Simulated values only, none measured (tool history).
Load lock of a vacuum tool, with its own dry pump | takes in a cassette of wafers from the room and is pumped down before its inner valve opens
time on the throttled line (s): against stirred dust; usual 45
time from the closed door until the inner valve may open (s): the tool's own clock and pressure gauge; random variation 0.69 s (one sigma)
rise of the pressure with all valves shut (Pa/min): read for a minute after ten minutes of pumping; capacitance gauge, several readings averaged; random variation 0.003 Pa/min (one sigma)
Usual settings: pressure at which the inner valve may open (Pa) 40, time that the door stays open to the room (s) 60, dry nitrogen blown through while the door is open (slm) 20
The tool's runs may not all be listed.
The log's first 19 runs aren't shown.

| run | hour | time on the throttled line (s) | pressure at which the inner valve may open (Pa) | time that the door stays open to the room (s) | dry nitrogen blown through while the door is open (slm) | hours that the pump has run since its overhaul | times that the door has closed on its seal | incoming humidity of the room's air, % | time from the closed door until the inner valve may open (s) | rise of the pressure with all valves shut (Pa/min) |
|---|---|---|---|---|---|---|---|---|---|---|
| 20 | 7436.8 | 26 | 66 | 60 | 43 | 14535 | 11125 | 44.8 | 84.8 | 0.018 |
| 21 | 7966.6 | 45 | 33 | 169 | 20 | 15065 | 13143 | 43 | 104.6 | 0.063 |
| 22 | 8381.7 | 45 | 33 | 169 | 20 | 15480 | 14725 | 45.2 | 106.4 | 0.056 |
|  | 8435.2 | dry pump taken out, an overhauled one fitted |
| 23 | 8855.7 | 45 | 40 | 166 | 16 | 420 | 16508 | 45.8 | 103.8 | 0.066 |
| 24 | 9272.4 | 30 | 40 | 185 | 14 | 837 | 18096 | 45.8 | 93.6 | 0.073 |
| 25 | 9744.4 | 45 | 49 | 124 | 24 | 1309 | 19895 | 48.3 | 101.7 | 0.052 |
| 26 | 10021.3 | 44 | 40 | 60 | 5 | 1586 | 20950 | 49.8 | 102.9 | 0.043 |
| 27 | 10470.4 | 44 | 40 | 60 | 5 | 2035 | 22661 | 44.5 | 103.1 | 0.044 |
|  | 10711.7 | door's seal changed, seat wiped |
| 28 | 10829.7 | 44 | 40 | 60 | 5 | 2393 | 449 | 45.7 | 104.5 | 0.032 |
| 29 | 11156.7 | 52 | 31 | 60 | 5 | 2720 | 1696 | 48.7 | 112.7 | 0.036 |
| 30 | 11584.1 | 45 | 33 | 60 | 13 | 3147 | 3324 | 47.5 | 105.6 | 0.029 |
| 31 | 11826.8 | 45 | 33 | 60 | 13 | 3390 | 4249 | 41.5 | 105.5 | 0.032 |
| 32 | 12314.8 | 24 | 62 | 233 | 6 | 3878 | 6108 | 42.9 | 85.1 | 0.108 |
| 33 | 12689 | 24 | 62 | 233 | 6 | 4252 | 7534 | 44.8 | 85.2 | 0.109 |
| 34 | 13051.4 | 64 | 45 | 126 | 20 | 4615 | 8915 | 47 | 117.6 | 0.052 |
| 35 | 13603.2 | 64 | 45 | 126 | 20 | 5167 | 11018 | 43.1 | 118.1 | 0.049 |
| 36 | 14149 | 35 | 33 | 66 | 25 | 5712 | 13097 | 44.6 | 98.1 | 0.031 |

3 ways to go on from here, each from the tool as it stands after run 36. What would each give?
| A | 14470.3 | 35 | 32 | 66 | 27 | 6034 | 14322 | 45 | ? | ? |
| B | 14470.3 | 45 | 33 | 119 | 15 | 6034 | 14322 | 40.8 | ? | ? |
| C | 14470.3 | 35 | 53 | 66 | 25 | 6034 | 14322 | 49.2 | ? | ? |

| run | time from the closed door until the inner valve may open (s) | rise of the pressure with all valves shut (Pa/min) |
|---|---|---|
| A | 99.2 | 0.026 |
| B | 107.2 | 0.045 |
| C | 94.7 | 0.028 |
Without the tool's hidden state the same runs would have given:
| run | time from the closed door until the inner valve may open (s) | rise of the pressure with all valves shut (Pa/min) |
|---|---|---|
| A | 99.2 | 0.025 |
| B | 107.2 | 0.044 |
| C | 94.7 | 0.027 |

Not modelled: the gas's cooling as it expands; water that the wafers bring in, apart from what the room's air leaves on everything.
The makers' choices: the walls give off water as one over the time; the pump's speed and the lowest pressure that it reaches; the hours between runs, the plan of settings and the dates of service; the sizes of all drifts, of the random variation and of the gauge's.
